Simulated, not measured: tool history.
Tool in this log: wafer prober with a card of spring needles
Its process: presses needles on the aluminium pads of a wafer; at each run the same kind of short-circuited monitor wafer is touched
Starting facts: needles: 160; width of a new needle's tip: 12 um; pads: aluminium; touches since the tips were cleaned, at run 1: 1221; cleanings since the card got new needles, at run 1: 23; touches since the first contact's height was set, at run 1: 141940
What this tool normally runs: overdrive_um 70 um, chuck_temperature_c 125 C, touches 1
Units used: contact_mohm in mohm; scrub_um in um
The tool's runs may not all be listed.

run	hour	overdrive_um	chuck_temperature_c	touches	touches since the tips were cleaned	cleanings since the card got new needles	touches since the first contact's height was set	contact_mohm	scrub_um
1	0	70	125	1	1221	23	141940	270	17.7
# hour 20.1: tips cleaned on abrasive film
2	20.5	70	125	1	95	24	146057	259	17.49
3	30.8	70	125	1	2160	24	148122	278	17.22
# hour 45.8: tips cleaned on abrasive film
4	48.1	70	125	1	478	25	151603	266	17.25
5	59.7	70	26	1	2804	25	153929	261	17.52
# hour 72: tips cleaned on abrasive film
6	84.3	52	125	1	2486	26	158876	285	12.14
# hour 99.4: tips cleaned on abrasive film
7	105.2	67	125	1	1154	27	163062	276	16.51
# hour 126: tips cleaned on abrasive film
8	126	67	125	1	0	28	167249	267	16.46
9	139.3	67	125	1	2678	28	169927	284	16.12
# hour 141.6: height of the first contact set anew
# hour 153: tips cleaned on abrasive film
10	153.4	70	63	1	78	29	2359	244	17.14
11	174	70	125	1	4223	29	6504	292	17.11
# hour 178.8: tips cleaned on abrasive film
12	184.6	70	125	1	1173	30	8632	273	17.32
# hour 205.3: tips cleaned on abrasive film
13	206.7	70	125	1	284	31	13050	264	17.09
14	224.6	70	125	1	3891	31	16657	291	17.23
# hour 232: tips cleaned on abrasive film
15	244.9	71	125	1	2600	32	20732	282	17.58
# hour 259.3: height of the first contact set anew, once more
# hour 259.4: tips cleaned on abrasive film
16	269.9	87	125	1	2119	33	2119	278	22.54
# hour 286.3: tips cleaned on abrasive film
17	292.6	87	125	1	1264	34	6674	274	22.5
# hour 313.1: tips cleaned on abrasive film
18	315.2	87	125	1	425	35	11204	270	22.56
19	338.5	87	125	1	5123	35	15902	296	22.1
# hour 340.3: tips cleaned on abrasive film
20	349.7	60	32	3	1904	36	18147	244	15.23
21	365.6	60	32	3	5105	36	21348	246	15.68
# hour 367.7: tips cleaned on abrasive film
22	376.2	60	32	3	1725	37	23476	242	15.39
# hour 394.2: tips cleaned on abrasive film
23	394.2	70	125	1	0	38	27070	260	17.92
24	417.4	70	67	1	4677	38	31747	279	17.99
# hour 421.4: tips cleaned on abrasive film
25	440.8	82	26	1	3904	39	36454	268	20.93
# hour 447.8: tips cleaned on abrasive film
26	459.6	67	43	2	2376	40	40227	255	16.88
27	470	67	43	2	4472	40	42323	257	16.96
# hour 474.1: tips cleaned on abrasive film
28	483.4	86	43	2	1878	41	45005	245	22.04
# hour 500.4: tips cleaned on abrasive film
29	500.4	70	47	1	0	42	48398	236	17.86
30	521.1	70	47	1	4191	42	52589	267	17.65
# hour 527.2: tips cleaned on abrasive film
31	531.3	70	125	2	823	43	54616	265	17.61
32	546.6	70	125	2	3910	43	57703	274	17.46
# hour 553.2: tips cleaned on abrasive film
33	565.1	70	31	1	2402	44	61414	253	17.99
# hour 579.9: tips cleaned on abrasive film
34	589.6	70	48	1	1950	45	66327	258	17.77

Entry by entry between the runs, the difference in hidden state between the last listed run before and the first listed run after:
In the gap between runs 1 and 2: tips cleaned on abrasive film (hour 20.1)
  debris on the tips, nm: 55.4 -> 14; way that the needles fall short of the set height, um: 2.6 -> 2.74; tips' diameter, um: 12.91 -> 12.96
  measured minus no-state result, contact_mohm: +15 -> +3 mohm; scrub_um: -0.68 -> -0.71 um
In the gap between runs 3 and 4: tips cleaned on abrasive film (hour 45.8)
  debris on the tips, nm: 89.2 -> 33.7; way that the needles fall short of the set height, um: 2.74 -> 2.85; tips' diameter, um: 12.96 -> 13
  measured minus no-state result, contact_mohm: +24 -> +9 mohm; scrub_um: -0.71 -> -0.74 um
In the gap between runs 5 and 6: tips cleaned on abrasive film (hour 72)
  debris on the tips, nm: 105.9 -> 94.7; way that the needles fall short of the set height, um: 2.85 -> 2.97; tips' diameter, um: 13 -> 13.04
  measured minus no-state result, contact_mohm: +29 -> +29 mohm; scrub_um: -0.74 -> -0.76 um
In the gap between runs 6 and 7: tips cleaned on abrasive film (hour 99.4)
  debris on the tips, nm: 94.7 -> 56.5; way that the needles fall short of the set height, um: 2.97 -> 3.1; tips' diameter, um: 13.04 -> 13.09
  measured minus no-state result, contact_mohm: +29 -> +15 mohm; scrub_um: -0.76 -> -0.8 um
In the gap between runs 7 and 8: tips cleaned on abrasive film (hour 126)
  debris on the tips, nm: 56.5 -> 10.5; way that the needles fall short of the set height, um: 3.1 -> 3.2; tips' diameter, um: 13.09 -> 13.12
  measured minus no-state result, contact_mohm: +15 -> +2 mohm; scrub_um: -0.8 -> -0.82 um
In the gap between runs 9 and 10: height of the first contact set anew (hour 141.6); tips cleaned on abrasive film (hour 153)
  debris on the tips, nm: 99 -> 19.9; way that the needles fall short of the set height, um: 3.2 -> 3.9; tips' diameter, um: 13.12 -> 13.16
  measured minus no-state result, contact_mohm: +27 -> +5 mohm; scrub_um: -0.81 -> -1.01 um
In the gap between runs 11 and 12: tips cleaned on abrasive film (hour 178.8)
  debris on the tips, nm: 135.9 -> 52.6; way that the needles fall short of the set height, um: 3.9 -> 3.98; tips' diameter, um: 13.16 -> 13.19
  measured minus no-state result, contact_mohm: +36 -> +14 mohm; scrub_um: -1.01 -> -1.04 um
In the gap between runs 12 and 13: tips cleaned on abrasive film (hour 205.3)
  debris on the tips, nm: 52.6 -> 19.1; way that the needles fall short of the set height, um: 3.98 -> 4.11; tips' diameter, um: 13.19 -> 13.24
  measured minus no-state result, contact_mohm: +14 -> +4 mohm; scrub_um: -1.04 -> -1.07 um
In the gap between runs 14 and 15: tips cleaned on abrasive film (hour 232)
  debris on the tips, nm: 124 -> 99.4; way that the needles fall short of the set height, um: 4.11 -> 4.2; tips' diameter, um: 13.24 -> 13.27
  measured minus no-state result, contact_mohm: +33 -> +26 mohm; scrub_um: -1.07 -> -1.09 um
In the gap between runs 15 and 16: height of the first contact set anew, once more (hour 259.3); tips cleaned on abrasive film (hour 259.4)
  debris on the tips, nm: 99.4 -> 91.3; way that the needles fall short of the set height, um: 4.2 -> 0.11; tips' diameter, um: 13.27 -> 13.3
  measured minus no-state result, contact_mohm: +26 -> +21 mohm; scrub_um: -1.09 -> -0.03 um
In the gap between runs 16 and 17: tips cleaned on abrasive film (hour 286.3)
  debris on the tips, nm: 91.3 -> 66.4; way that the needles fall short of the set height, um: 0.11 -> 0.22; tips' diameter, um: 13.3 -> 13.34
  measured minus no-state result, contact_mohm: +21 -> +15 mohm; scrub_um: -0.03 -> -0.05 um
In the gap between runs 17 and 18: tips cleaned on abrasive film (hour 313.1)
  debris on the tips, nm: 66.4 -> 32; way that the needles fall short of the set height, um: 0.22 -> 0.29; tips' diameter, um: 13.34 -> 13.37
  measured minus no-state result, contact_mohm: +15 -> +7 mohm; scrub_um: -0.05 -> -0.07 um
In the gap between runs 19 and 20: tips cleaned on abrasive film (hour 340.3)
  debris on the tips, nm: 148.2 -> 84.4; way that the needles fall short of the set height, um: 0.29 -> 0.4; tips' diameter, um: 13.37 -> 13.4
  measured minus no-state result, contact_mohm: +36 -> +8 mohm; scrub_um: -0.08 -> -0.1 um
In the gap between runs 21 and 22: tips cleaned on abrasive film (hour 367.7)
  debris on the tips, nm: 147.9 -> 73; way that the needles fall short of the set height, um: 0.4 -> 0.49; tips' diameter, um: 13.4 -> 13.44
  measured minus no-state result, contact_mohm: +14 -> +7 mohm; scrub_um: -0.1 -> -0.13 um
In the gap between runs 22 and 23: tips cleaned on abrasive film (hour 394.2)
  debris on the tips, nm: 73 -> 12; way that the needles fall short of the set height, um: 0.49 -> 0.6; tips' diameter, um: 13.44 -> 13.47
  measured minus no-state result, contact_mohm: +7 -> +2 mohm; scrub_um: -0.13 -> -0.15 um
In the gap between runs 24 and 25: tips cleaned on abrasive film (hour 421.4)
  debris on the tips, nm: 139 -> 131.7; way that the needles fall short of the set height, um: 0.6 -> 0.69; tips' diameter, um: 13.47 -> 13.51
  measured minus no-state result, contact_mohm: +35 -> +32 mohm; scrub_um: -0.15 -> -0.17 um
In the gap between runs 25 and 26: tips cleaned on abrasive film (hour 447.8)
  debris on the tips, nm: 131.7 -> 93.2; way that the needles fall short of the set height, um: 0.69 -> 0.79; tips' diameter, um: 13.51 -> 13.54
  measured minus no-state result, contact_mohm: +32 -> +14 mohm; scrub_um: -0.17 -> -0.21 um
In the gap between runs 27 and 28: tips cleaned on abrasive film (hour 474.1)
  debris on the tips, nm: 138.6 -> 77.1; way that the needles fall short of the set height, um: 0.79 -> 0.88; tips' diameter, um: 13.54 -> 13.57
  measured minus no-state result, contact_mohm: +21 -> +10 mohm; scrub_um: -0.2 -> -0.23 um
In the gap between runs 28 and 29: tips cleaned on abrasive film (hour 500.4)
  debris on the tips, nm: 77.1 -> 10.8; way that the needles fall short of the set height, um: 0.88 -> 0.98; tips' diameter, um: 13.57 -> 13.61
  measured minus no-state result, contact_mohm: +10 -> +2 mohm; scrub_um: -0.23 -> -0.26 um
In the gap between runs 30 and 31: tips cleaned on abrasive film (hour 527.2)
  debris on the tips, nm: 134.3 -> 47.7; way that the needles fall short of the set height, um: 0.98 -> 1.11; tips' diameter, um: 13.61 -> 13.65
  measured minus no-state result, contact_mohm: +34 -> +6 mohm; scrub_um: -0.25 -> -0.29 um
In the gap between runs 32 and 33: tips cleaned on abrasive film (hour 553.2)
  debris on the tips, nm: 127.7 -> 94.2; way that the needles fall short of the set height, um: 1.11 -> 1.25; tips' diameter, um: 13.65 -> 13.7
  measured minus no-state result, contact_mohm: +18 -> +23 mohm; scrub_um: -0.29 -> -0.33 um
In the gap between runs 33 and 34: tips cleaned on abrasive film (hour 579.9)
  debris on the tips, nm: 94.2 -> 83.4; way that the needles fall short of the set height, um: 1.25 -> 1.33; tips' diameter, um: 13.7 -> 13.73
  measured minus no-state result, contact_mohm: +23 -> +20 mohm; scrub_um: -0.33 -> -0.34 um
